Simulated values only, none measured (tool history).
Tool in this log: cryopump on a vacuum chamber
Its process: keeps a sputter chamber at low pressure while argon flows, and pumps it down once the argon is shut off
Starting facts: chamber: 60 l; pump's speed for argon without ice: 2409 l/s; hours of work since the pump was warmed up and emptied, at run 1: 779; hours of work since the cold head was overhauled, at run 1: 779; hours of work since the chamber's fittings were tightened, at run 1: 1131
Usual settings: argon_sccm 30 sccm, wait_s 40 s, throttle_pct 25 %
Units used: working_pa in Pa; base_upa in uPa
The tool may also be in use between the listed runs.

run,day,argon_sccm,wait_s,throttle_pct,hours of work since the pump was warmed up and emptied,hours of work since the cold head was overhauled,hours of work since the chamber's fittings were tightened,working_pa,base_upa
1,0.000,30,40,25,779,779,1131,0.0871,1.33
2,1.504,30,40,25,797,797,1149,0.0877,1.32
3,2.433,30,40,25,808,808,1159,0.0876,1.36
4,3.179,36,40,25,817,817,1168,0.1055,1.35
5,4.721,36,40,25,835,835,1186,0.1043,1.34
6,6.067,36,40,25,851,851,1202,0.1062,1.31
7,7.779,36,40,25,871,871,1223,0.1052,1.36
8,9.062,36,290,25,886,886,1238,0.1061,0.70
9,10.583,30,40,25,904,904,1256,0.0883,1.42
# day 12.196: pump warmed up, emptied and cooled again
10,12.392,30,40,25,2,923,1275,0.0841,1.30
11,13.362,30,40,25,14,934,1286,0.0854,1.31
12,14.771,30,40,25,30,951,1303,0.0854,1.32
13,15.512,30,40,20,39,960,1311,0.1063,1.26
14,17.138,30,40,17,58,979,1331,0.1248,1.30
15,18.225,30,40,17,71,992,1343,0.1234,1.28
16,19.008,30,40,17,80,1001,1353,0.1241,1.36
17,19.817,27,48,41,90,1011,1362,0.0458,1.24
18,21.000,30,71,18,104,1025,1376,0.1173,0.96
19,22.679,30,71,18,124,1044,1396,0.1176,1.02
20,23.958,19,71,42,139,1059,1411,0.0329,1.00
21,25.696,19,71,42,159,1080,1432,0.0315,1.02
22,26.533,19,71,42,169,1090,1441,0.0324,0.99
23,27.596,15,48,42,182,1102,1454,0.0251,1.25
24,28.829,20,146,40,196,1117,1469,0.0368,0.81
25,29.746,58,40,16,207,1128,1479,0.2564,1.37
26,31.121,58,40,16,223,1144,1496,0.2559,1.37
27,32.333,28,208,50,238,1158,1510,0.0399,0.74

What would each run have given without the hidden state, its run-to-run variation left as it was?
What the log doesn't record here: pump's speed, % of a pump's without ice; cold plate's temperature, K; leak into the chamber, uPa l/s; drift of the gauge itself on working_pa, %; drift of the gauge itself on base_upa, %.
run,working_pa,base_upa
1,0.0836,0.92
2,0.0841,0.90
3,0.0840,0.93
4,0.1010,0.91
5,0.0998,0.91
6,0.1016,0.87
7,0.1005,0.91
8,0.1013,0.24
9,0.0842,0.94
10,0.0838,0.91
11,0.0850,0.92
12,0.0849,0.92
13,0.1058,0.87
14,0.1243,0.90
15,0.1228,0.87
16,0.1234,0.94
17,0.0452,0.82
18,0.1166,0.53
19,0.1168,0.58
20,0.0323,0.56
21,0.0309,0.57
22,0.0318,0.54
23,0.0246,0.80
24,0.0361,0.35
25,0.2542,0.90
26,0.2536,0.89
27,0.0387,0.26
